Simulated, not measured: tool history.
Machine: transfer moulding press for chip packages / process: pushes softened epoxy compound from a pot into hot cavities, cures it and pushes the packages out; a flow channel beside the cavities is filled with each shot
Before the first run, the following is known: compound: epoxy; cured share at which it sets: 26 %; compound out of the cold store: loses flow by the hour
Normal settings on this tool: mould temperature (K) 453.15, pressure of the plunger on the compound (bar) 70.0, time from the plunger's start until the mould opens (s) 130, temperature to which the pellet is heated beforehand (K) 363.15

run,day,mould temperature (K),pressure of the plunger on the compound (bar),time from the plunger's start until the mould opens (s),temperature to which the pellet is heated beforehand (K),incoming compound's hours out of the cold store,length that the compound runs in the flow channel (mm),greatest force on the pins that push the packages out (N)
1,0.000,453.15,70.0,130,363.15,13.2,519,257
2,1.296,453.15,70.0,130,363.15,35.9,484,308
3,2.062,453.15,70.0,130,363.15,16.4,511,347
4,2.667,453.15,70.0,130,363.15,46.7,470,343
# day 3.100: cavities cleaned with cleaning compound and waxed
5,3.633,453.15,70.0,130,363.15,15.8,500,255
6,4.642,453.15,70.0,130,363.15,28.2,489,299
7,5.633,453.15,54.9,130,363.15,40.4,414,339
# day 6.854: plunger's sealing rings changed
# day 7.129: cavities cleaned with cleaning compound and waxed
8,7.246,450.15,54.9,130,363.15,9.6,490,274
9,7.917,450.15,54.9,130,363.15,33.8,455,309
10,8.608,450.15,54.9,130,363.15,12.0,485,369
11,9.967,450.15,54.9,130,358.15,43.7,444,414
12,10.642,450.15,54.9,130,358.15,20.1,471,450
# day 10.962: cavities cleaned with cleaning compound and waxed
13,11.796,453.15,70.0,156,363.15,24.1,513,228
14,13.092,453.15,70.0,156,363.15,46.4,485,262
15,13.888,455.15,70.0,156,363.15,17.0,508,282
# day 14.783: cavities cleaned with cleaning compound and waxed
16,15.208,455.15,70.0,156,363.15,45.0,471,194
17,15.954,453.15,82.0,137,360.15,31.4,537,262
18,16.817,450.15,70.0,123,363.15,43.5,481,436
19,17.546,450.15,78.7,130,355.15,9.4,560,443
20,18.200,450.15,78.7,130,355.15,20.1,545,467
# day 18.617: cavities cleaned with cleaning compound and waxed
21,18.871,453.15,86.9,164,363.15,27.3,540,189
22,19.908,453.15,86.9,153,357.15,9.4,563,246
# day 20.579: plunger's sealing rings changed
23,21.088,453.15,86.9,153,353.15,41.5,559,289
24,22.338,453.15,86.9,153,353.15,14.8,592,317
# day 22.588: cavities cleaned with cleaning compound and waxed
25,23.633,456.15,70.0,130,363.15,10.2,532,257
26,24.700,456.15,70.0,130,363.15,16.8,530,288
27,26.108,457.15,70.0,134,358.15,46.8,480,317
# day 26.512: cavities cleaned with cleaning compound and waxed
28,27.212,460.15,52.0,123,356.15,13.1,440,219

3 ways to go on from here, each from the tool as it stands after run 28. What would each give?
A,28.600,453.15,70.0,130,363.15,45.6,?,?
B,28.600,454.15,70.0,169,368.15,21.1,?,?
C,28.600,452.15,52.0,123,356.15,44.3,?,?

run,length that the compound runs in the flow channel (mm),greatest force on the pins that push the packages out (N)
A,479,321
B,507,258
C,413,401
Without the tool's hidden state the same runs would have given:
run,length that the compound runs in the flow channel (mm),greatest force on the pins that push the packages out (N)
A,498,202
B,526,169
C,429,249
